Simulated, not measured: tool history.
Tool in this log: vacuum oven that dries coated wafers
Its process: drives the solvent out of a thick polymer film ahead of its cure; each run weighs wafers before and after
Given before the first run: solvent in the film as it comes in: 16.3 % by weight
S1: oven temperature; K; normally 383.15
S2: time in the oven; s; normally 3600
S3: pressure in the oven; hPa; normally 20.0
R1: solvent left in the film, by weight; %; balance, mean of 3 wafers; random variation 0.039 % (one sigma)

{"run": 1, "hour": 0.0, "S1": 383.15, "S2": 3600, "S3": 20.0, "R1": 1.49}
{"run": 2, "hour": 12.1, "S1": 394.15, "S2": 3600, "S3": 20.0, "R1": 0.57}
{"run": 3, "hour": 24.5, "S1": 394.15, "S2": 3600, "S3": 20.0, "R1": 0.6}
{"run": 4, "hour": 38.3, "S1": 369.15, "S2": 3600, "S3": 20.0, "R1": 3.73}
{"run": 5, "hour": 51.0, "S1": 383.15, "S2": 3720, "S3": 20.0, "R1": 1.37}
{"run": 6, "hour": 61.0, "S1": 383.15, "S2": 3600, "S3": 20.0, "R1": 1.44}
{"run": 7, "hour": 70.4, "S1": 383.15, "S2": 3600, "S3": 20.0, "R1": 1.42}
{"run": 8, "hour": 82.2, "S1": 383.15, "S2": 3600, "S3": 20.0, "R1": 1.47}
{"run": 9, "hour": 89.0, "S1": 383.15, "S2": 4380, "S3": 20.0, "R1": 1.05}
{"run": 10, "hour": 103.7, "S1": 383.15, "S2": 4380, "S3": 20.0, "R1": 1.05}
{"run": 11, "hour": 113.1, "S1": 383.15, "S2": 4380, "S3": 20.0, "R1": 1.07}
{"run": 12, "hour": 122.2, "S1": 383.15, "S2": 3600, "S3": 21.0, "R1": 1.46}
{"run": 13, "hour": 136.0, "S1": 376.15, "S2": 2700, "S3": 20.0, "R1": 3.51}
{"run": 14, "hour": 151.7, "S1": 376.15, "S2": 2700, "S3": 20.0, "R1": 3.61}
{"run": 15, "hour": 160.1, "S1": 377.15, "S2": 4620, "S3": 10.5, "R1": 1.26}
{"run": 16, "hour": 170.4, "S1": 377.15, "S2": 4620, "S3": 10.5, "R1": 1.25}
{"run": 17, "hour": 184.3, "S1": 381.15, "S2": 5880, "S3": 48.4, "R1": 1.56}
{"run": 18, "hour": 199.2, "S1": 381.15, "S2": 5880, "S3": 48.4, "R1": 1.52}
{"run": 19, "hour": 212.7, "S1": 381.15, "S2": 5880, "S3": 48.4, "R1": 1.54}
{"run": 20, "hour": 219.6, "S1": 381.15, "S2": 2160, "S3": 21.5, "R1": 3.55}
{"run": 21, "hour": 235.0, "S1": 381.15, "S2": 2160, "S3": 14.9, "R1": 3.38}
{"run": 22, "hour": 244.0, "S1": 398.15, "S2": 2160, "S3": 32.6, "R1": 1.22}
{"run": 23, "hour": 258.1, "S1": 386.15, "S2": 4800, "S3": 31.0, "R1": 0.97}
{"run": 24, "hour": 273.0, "S1": 385.15, "S2": 4140, "S3": 20.0, "R1": 0.87}

Consider 5 possible next runs. They are alternatives, not a sequence: every one starts from the tool as it was left by run 24. What does each give?
{"run": "A", "hour": 286.9, "S1": 389.15, "S2": 3600, "S3": 27.4, "R1": "?"}
{"run": "B", "hour": 286.9, "S1": 383.15, "S2": 3240, "S3": 20.0, "R1": "?"}
{"run": "C", "hour": 286.9, "S1": 393.15, "S2": 4140, "S3": 17.0, "R1": "?"}
{"run": "D", "hour": 286.9, "S1": 378.15, "S2": 4140, "S3": 22.7, "R1": "?"}
{"run": "E", "hour": 286.9, "S1": 395.15, "S2": 2220, "S3": 38.8, "R1": "?"}

run=A R1=1.01
run=B R1=1.67
run=C R1=0.43
run=D R1=1.72
run=E R1=1.64
Without the tool's unlogged condition, the same runs would have read:
run=A R1=1.00
run=B R1=1.67
run=C R1=0.43
run=D R1=1.71
run=E R1=1.64

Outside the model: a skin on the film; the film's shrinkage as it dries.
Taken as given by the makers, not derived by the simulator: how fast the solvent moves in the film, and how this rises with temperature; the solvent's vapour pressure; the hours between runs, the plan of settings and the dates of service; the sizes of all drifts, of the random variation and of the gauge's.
